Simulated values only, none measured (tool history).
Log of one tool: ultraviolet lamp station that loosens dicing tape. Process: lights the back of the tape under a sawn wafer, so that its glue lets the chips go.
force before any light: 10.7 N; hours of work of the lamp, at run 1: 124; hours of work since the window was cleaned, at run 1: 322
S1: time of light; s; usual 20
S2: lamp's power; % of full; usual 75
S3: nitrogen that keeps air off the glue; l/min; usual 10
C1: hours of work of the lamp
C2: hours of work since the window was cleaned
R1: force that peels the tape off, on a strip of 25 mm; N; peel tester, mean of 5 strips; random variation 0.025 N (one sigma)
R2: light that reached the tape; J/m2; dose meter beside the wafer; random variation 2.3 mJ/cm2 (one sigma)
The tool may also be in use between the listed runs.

| run | hour | S1 | S2 | S3 | C1 | C2 | R1 | R2 |
|---|---|---|---|---|---|---|---|---|
| 1 | 0.0 | 20 | 75 | 10 | 124 | 322 | 1.664 | 2040 |
| 2 | 31.0 | 12 | 75 | 10 | 137 | 336 | 3.533 | 1220 |
| 3 | 65.8 | 12 | 75 | 10 | 153 | 351 | 3.545 | 1240 |
| 4 | 105.7 | 12 | 75 | 10 | 170 | 369 | 3.481 | 1220 |
| 5 | 151.6 | 12 | 75 | 10 | 190 | 389 | 3.640 | 1170 |
| 6 | 202.0 | 12 | 75 | 10 | 212 | 411 | 3.569 | 1190 |
|  | 246.1 | window cleaned of glue's vapour |
| 7 | 251.2 | 12 | 75 | 10 | 234 | 2 | 3.009 | 1330 |
| 8 | 273.9 | 19 | 75 | 10 | 244 | 12 | 1.621 | 2140 |
| 9 | 315.4 | 19 | 75 | 11 | 262 | 30 | 1.487 | 2120 |
| 10 | 350.0 | 19 | 75 | 11 | 277 | 46 | 1.558 | 2110 |
| 11 | 392.8 | 19 | 75 | 11 | 296 | 64 | 1.549 | 2070 |
| 12 | 432.0 | 20 | 80 | 10 | 313 | 82 | 1.365 | 2290 |
| 13 | 481.4 | 20 | 75 | 10 | 335 | 103 | 1.557 | 2160 |
| 14 | 529.1 | 20 | 75 | 10 | 356 | 124 | 1.564 | 2130 |
| 15 | 577.7 | 20 | 75 | 10 | 377 | 146 | 1.715 | 2080 |
| 16 | 607.9 | 20 | 75 | 10 | 390 | 159 | 1.651 | 2110 |
| 17 | 637.0 | 20 | 75 | 10 | 403 | 172 | 1.650 | 2030 |
| 18 | 677.1 | 20 | 75 | 10 | 421 | 189 | 1.667 | 2050 |
| 19 | 725.2 | 20 | 68 | 10 | 442 | 210 | 2.052 | 1820 |
| 20 | 761.9 | 20 | 68 | 10 | 458 | 227 | 2.043 | 1770 |
| 21 | 791.6 | 20 | 75 | 10 | 471 | 240 | 1.783 | 1970 |
| 22 | 833.3 | 20 | 75 | 10 | 489 | 258 | 1.818 | 1950 |
| 23 | 878.2 | 20 | 75 | 10 | 509 | 278 | 1.894 | 1950 |
| 24 | 911.5 | 10 | 75 | 19 | 524 | 292 | 3.703 | 960 |
| 25 | 957.4 | 24 | 75 | 5 | 544 | 312 | 2.072 | 2290 |
| 26 | 982.3 | 21 | 65 | 5 | 555 | 323 | 2.930 | 1690 |
| 27 | 1006.9 | 12 | 63 | 5 | 566 | 334 | 5.284 | 920 |
| 28 | 1044.9 | 16 | 63 | 5 | 582 | 351 | 4.333 | 1210 |
| 29 | 1094.0 | 20 | 73 | 6 | 604 | 372 | 2.711 | 1810 |
| 30 | 1140.2 | 24 | 70 | 18 | 624 | 393 | 1.253 | 1990 |
| 31 | 1185.3 | 24 | 70 | 18 | 644 | 413 | 1.320 | 1970 |
|  | 1226.7 | window cleaned of glue's vapour |
| 32 | 1234.6 | 24 | 70 | 3 | 666 | 3 | 2.661 | 2300 |
| 33 | 1273.6 | 24 | 70 | 3 | 683 | 21 | 2.627 | 2260 |
| 34 | 1302.7 | 21 | 90 | 15 | 695 | 33 | 0.863 | 2540 |
| 35 | 1344.0 | 21 | 90 | 15 | 714 | 52 | 0.878 | 2470 |
| 36 | 1379.6 | 24 | 75 | 5 | 729 | 67 | 1.844 | 2360 |
| 37 | 1417.6 | 13 | 75 | 11 | 746 | 84 | 3.238 | 1300 |
| 38 | 1449.1 | 13 | 75 | 11 | 760 | 98 | 3.330 | 1250 |
| 39 | 1501.5 | 13 | 75 | 11 | 783 | 121 | 3.232 | 1270 |
| 40 | 1544.4 | 20 | 75 | 9 | 802 | 140 | 2.005 | 1920 |
| 41 | 1585.1 | 20 | 66 | 9 | 820 | 157 | 2.501 | 1640 |
| 42 | 1634.2 | 15 | 89 | 9 | 841 | 179 | 2.395 | 1640 |
| 43 | 1664.0 | 17 | 89 | 9 | 854 | 192 | 2.165 | 1850 |
| 44 | 1696.4 | 17 | 89 | 9 | 868 | 206 | 2.040 | 1880 |

3 ways to go on from here, each from the tool as it stands after run 44. What would each give?
| A | 1739.5 | 30 | 61 | 4 | 887 | 225 | ? | ? |
| B | 1739.5 | 23 | 74 | 9 | 887 | 225 | ? | ? |
| C | 1739.5 | 25 | 97 | 14 | 887 | 225 | ? | ? |

| run | R1 | R2 |
|---|---|---|
| A | 2.365 | 2210 |
| B | 1.724 | 2070 |
| C | 0.599 | 2900 |
Without the tool's hidden state the same runs would have given:
| run | R1 | R2 |
|---|---|---|
| A | 1.484 | 2910 |
| B | 0.984 | 2730 |
| C | 0.266 | 3820 |

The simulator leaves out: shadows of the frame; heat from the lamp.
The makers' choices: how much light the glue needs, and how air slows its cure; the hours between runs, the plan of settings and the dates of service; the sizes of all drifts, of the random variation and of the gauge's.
